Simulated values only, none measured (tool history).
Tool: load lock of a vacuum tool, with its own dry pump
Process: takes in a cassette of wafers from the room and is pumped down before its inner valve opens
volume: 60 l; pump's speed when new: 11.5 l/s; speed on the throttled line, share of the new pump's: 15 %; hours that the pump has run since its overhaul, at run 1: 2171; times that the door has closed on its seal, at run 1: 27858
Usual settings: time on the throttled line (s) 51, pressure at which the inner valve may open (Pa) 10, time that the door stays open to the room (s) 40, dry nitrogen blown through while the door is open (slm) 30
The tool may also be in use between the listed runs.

run,hour,time on the throttled line (s),pressure at which the inner valve may open (Pa),time that the door stays open to the room (s),dry nitrogen blown through while the door is open (slm),hours that the pump has run since its overhaul,times that the door has closed on its seal,"incoming humidity of the room's air, %",time from the closed door until the inner valve may open (s),rise of the pressure with all valves shut (Pa/min)
1,0.0,51,10,40,30,2171,27858,44.7,94.3,0.138
2,116.6,51,10,40,30,2287,28365,45.1,93.5,0.140
3,325.7,68,10,40,30,2496,29273,43.1,108.8,0.142
4,513.6,51,10,40,30,2684,30089,45.9,93.9,0.157
5,707.8,51,10,40,30,2878,30933,44.4,93.0,0.151
6,829.8,51,10,40,30,3000,31463,43.7,94.5,0.156
7,967.4,51,10,40,30,3138,32061,47.2,93.3,0.162
8,1165.2,51,10,40,30,3336,32920,46.6,96.2,0.169
9,1324.2,51,10,40,30,3495,33611,44.6,94.7,0.177
10,1519.9,51,10,40,30,3691,34460,48.1,95.0,0.184
11,1617.6,51,10,40,30,3788,34885,45.9,94.4,0.189
12,1724.6,51,10,40,30,3895,35350,41.7,94.8,0.189
13,1885.1,51,10,101,30,4056,36047,42.2,94.8,0.196
14,2032.9,51,9,40,30,4204,36689,45.6,94.8,0.199
15,2238.8,27,10,40,30,4410,37584,43.6,74.8,0.211
16,2424.2,27,10,40,30,4595,38389,41.5,74.7,0.203
17,2588.8,27,10,40,30,4759,39104,45.9,75.4,0.217
18,2687.0,27,10,40,30,4858,39530,41.9,74.5,0.220
19,2843.2,45,11,132,27,5014,40209,47.1,88.9,0.235
20,2986.2,46,19,60,33,5157,40831,45.3,87.6,0.234
21,3188.8,88,10,40,9,5360,41711,43.8,125.2,0.246
22,3356.9,88,10,25,9,5528,42441,48.4,126.4,0.247
23,3507.6,88,10,25,9,5678,43095,43.2,124.8,0.255
24,3690.7,88,18,25,28,5861,43891,46.3,123.5,0.253
25,3844.3,37,14,40,30,6015,44558,45.5,81.1,0.266
26,4060.0,45,9,158,17,6231,45495,45.9,92.9,0.285
27,4168.6,45,9,158,17,6339,45967,42.1,90.3,0.283
28,4373.8,45,9,158,17,6544,46858,41.4,90.9,0.294
29,4553.9,45,9,158,17,6725,47641,45.1,91.8,0.297
30,4731.4,45,9,158,17,6902,48412,48.4,92.0,0.312
31,4929.5,45,9,158,17,7100,49272,43.8,92.4,0.312
32,5087.3,27,9,173,37,7258,49958,45.0,77.1,0.312
33,5306.8,28,9,40,30,7478,50912,45.3,77.7,0.314
34,5458.4,68,14,40,30,7629,51570,44.5,107.3,0.325
35,5598.9,31,18,40,23,7770,52180,47.9,76.9,0.331

Measured less the same run without the tool's hidden state. The same run-to-run variation is in both; the gauge's scatter may not be:
The hidden state here: pump's speed, % of a new pump's; leak at the door's seal, Pa l/s; drift of the gauge itself on ready_s, %; drift of the gauge itself on rise_pa_min, %.
run,time from the closed door until the inner valve may open (s),rise of the pressure with all valves shut (Pa/min)
1,+1.7,+0.124
2,+1.8,+0.127
3,+1.8,+0.132
4,+2.0,+0.138
5,+2.1,+0.141
6,+2.1,+0.148
7,+2.3,+0.152
8,+2.3,+0.158
9,+2.4,+0.162
10,+2.5,+0.169
11,+2.6,+0.171
12,+2.6,+0.175
13,+2.7,+0.177
14,+2.9,+0.184
15,+3.1,+0.193
16,+3.2,+0.194
17,+3.3,+0.202
18,+3.3,+0.208
19,+3.3,+0.209
20,+3.0,+0.218
21,+3.0,+0.224
22,+3.0,+0.231
23,+3.1,+0.234
24,+2.8,+0.244
25,+3.8,+0.249
26,+4.0,+0.256
27,+4.0,+0.256
28,+4.2,+0.269
29,+4.3,+0.270
30,+4.4,+0.281
31,+4.6,+0.286
32,+4.7,+0.290
33,+5.0,+0.297
34,+4.0,+0.310
35,+4.6,+0.312
